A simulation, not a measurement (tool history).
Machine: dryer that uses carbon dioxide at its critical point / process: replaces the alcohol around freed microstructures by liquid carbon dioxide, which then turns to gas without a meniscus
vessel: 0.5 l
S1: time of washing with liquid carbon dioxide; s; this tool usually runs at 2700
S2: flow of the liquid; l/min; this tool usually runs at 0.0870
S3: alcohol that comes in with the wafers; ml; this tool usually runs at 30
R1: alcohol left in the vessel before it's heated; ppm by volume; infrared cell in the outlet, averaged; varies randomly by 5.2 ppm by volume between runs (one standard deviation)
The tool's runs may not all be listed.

{"run": 1, "hour": 0.0, "S1": 2700, "S2": 0.087, "S3": 30, "R1": 298}
{"hour": 21.8, "done": "inlet filter changed"}
{"run": 2, "hour": 33.3, "S1": 2700, "S2": 0.087, "S3": 30, "R1": 231}
{"run": 3, "hour": 57.4, "S1": 2400, "S2": 0.087, "S3": 30, "R1": 343}
{"run": 4, "hour": 74.1, "S1": 2700, "S2": 0.1105, "S3": 30, "R1": 157}
{"run": 5, "hour": 90.6, "S1": 2700, "S2": 0.087, "S3": 30, "R1": 235}
{"run": 6, "hour": 125.6, "S1": 2700, "S2": 0.0864, "S3": 30, "R1": 260}
{"run": 7, "hour": 142.2, "S1": 2700, "S2": 0.0864, "S3": 30, "R1": 262}
{"run": 8, "hour": 176.9, "S1": 2700, "S2": 0.0864, "S3": 30, "R1": 269}
{"run": 9, "hour": 201.5, "S1": 2700, "S2": 0.0864, "S3": 30, "R1": 269}
{"run": 10, "hour": 235.7, "S1": 2700, "S2": 0.0864, "S3": 30, "R1": 297}
{"run": 11, "hour": 269.9, "S1": 2700, "S2": 0.0864, "S3": 30, "R1": 300}
{"run": 12, "hour": 303.5, "S1": 2700, "S2": 0.0864, "S3": 30, "R1": 301}
{"run": 13, "hour": 321.5, "S1": 2700, "S2": 0.087, "S3": 30, "R1": 300}
{"run": 14, "hour": 348.0, "S1": 2700, "S2": 0.087, "S3": 30, "R1": 316}
{"run": 15, "hour": 372.4, "S1": 2700, "S2": 0.087, "S3": 76, "R1": 505}
{"run": 16, "hour": 393.8, "S1": 2700, "S2": 0.087, "S3": 30, "R1": 321}
{"run": 17, "hour": 424.2, "S1": 2520, "S2": 0.087, "S3": 30, "R1": 391}
{"run": 18, "hour": 451.3, "S1": 2520, "S2": 0.087, "S3": 30, "R1": 412}
{"run": 19, "hour": 487.8, "S1": 2520, "S2": 0.087, "S3": 30, "R1": 430}
{"run": 20, "hour": 508.6, "S1": 2520, "S2": 0.087, "S3": 22, "R1": 362}
{"run": 21, "hour": 539.6, "S1": 2700, "S2": 0.087, "S3": 30, "R1": 362}
{"run": 22, "hour": 558.0, "S1": 4020, "S2": 0.087, "S3": 30, "R1": 245}
{"run": 23, "hour": 582.8, "S1": 4020, "S2": 0.087, "S3": 30, "R1": 249}
{"run": 24, "hour": 618.7, "S1": 2700, "S2": 0.137, "S3": 30, "R1": 256}
{"run": 25, "hour": 651.0, "S1": 3180, "S2": 0.137, "S3": 30, "R1": 257}
{"run": 26, "hour": 666.9, "S1": 3180, "S2": 0.137, "S3": 30, "R1": 233}
{"run": 27, "hour": 699.0, "S1": 3180, "S2": 0.137, "S3": 30, "R1": 260}
{"run": 28, "hour": 721.6, "S1": 3120, "S2": 0.087, "S3": 30, "R1": 340}
{"hour": 731.8, "done": "purifier's bed changed"}
{"run": 29, "hour": 755.0, "S1": 1800, "S2": 0.087, "S3": 24, "R1": 917}
{"run": 30, "hour": 790.4, "S1": 2520, "S2": 0.0637, "S3": 50, "R1": 1839}
{"run": 31, "hour": 817.8, "S1": 2520, "S2": 0.0637, "S3": 50, "R1": 1836}
{"run": 32, "hour": 841.8, "S1": 2400, "S2": 0.0637, "S3": 50, "R1": 2259}
{"run": 33, "hour": 869.8, "S1": 3420, "S2": 0.0552, "S3": 30, "R1": 593}
{"run": 34, "hour": 896.6, "S1": 3420, "S2": 0.0552, "S3": 30, "R1": 582}
{"run": 35, "hour": 912.8, "S1": 3420, "S2": 0.0552, "S3": 30, "R1": 602}
{"hour": 931.0, "done": "inlet filter changed"}
{"run": 36, "hour": 950.4, "S1": 2040, "S2": 0.1263, "S3": 32, "R1": 104}
{"run": 37, "hour": 983.7, "S1": 1740, "S2": 0.1409, "S3": 28, "R1": 124}
{"run": 38, "hour": 1005.0, "S1": 3300, "S2": 0.1001, "S3": 44, "R1": 65}
{"run": 39, "hour": 1027.6, "S1": 3180, "S2": 0.1408, "S3": 29, "R1": 59}
{"run": 40, "hour": 1050.1, "S1": 3000, "S2": 0.0537, "S3": 30, "R1": 910}
{"run": 41, "hour": 1065.8, "S1": 3000, "S2": 0.0537, "S3": 55, "R1": 1604}
{"run": 42, "hour": 1098.4, "S1": 3240, "S2": 0.071, "S3": 64, "R1": 357}
{"run": 43, "hour": 1120.2, "S1": 3000, "S2": 0.0975, "S3": 51, "R1": 114}
{"run": 44, "hour": 1153.6, "S1": 2700, "S2": 0.087, "S3": 30, "R1": 204}
{"run": 45, "hour": 1181.3, "S1": 2700, "S2": 0.087, "S3": 30, "R1": 219}
{"run": 46, "hour": 1196.5, "S1": 3540, "S2": 0.0762, "S3": 39, "R1": 158}

4 ways to go on from here, each from the tool as it stands after run 46. What would each give?
{"run": "A", "hour": 1215.6, "S1": 2700, "S2": 0.0716, "S3": 30, "R1": "?"}
{"run": "B", "hour": 1215.6, "S1": 3540, "S2": 0.1127, "S3": 39, "R1": "?"}
{"run": "C", "hour": 1215.6, "S1": 3120, "S2": 0.0762, "S3": 27, "R1": "?"}
{"run": "D", "hour": 1215.6, "S1": 2460, "S2": 0.1203, "S3": 30, "R1": "?"}

run=A R1=474
run=B R1=106
run=C R1=211
run=D R1=115
With the hidden condition removed and each run's random variation left untouched, the same runs would have given:
run=A R1=321
run=B R1=9
run=C R1=94
run=D R1=15
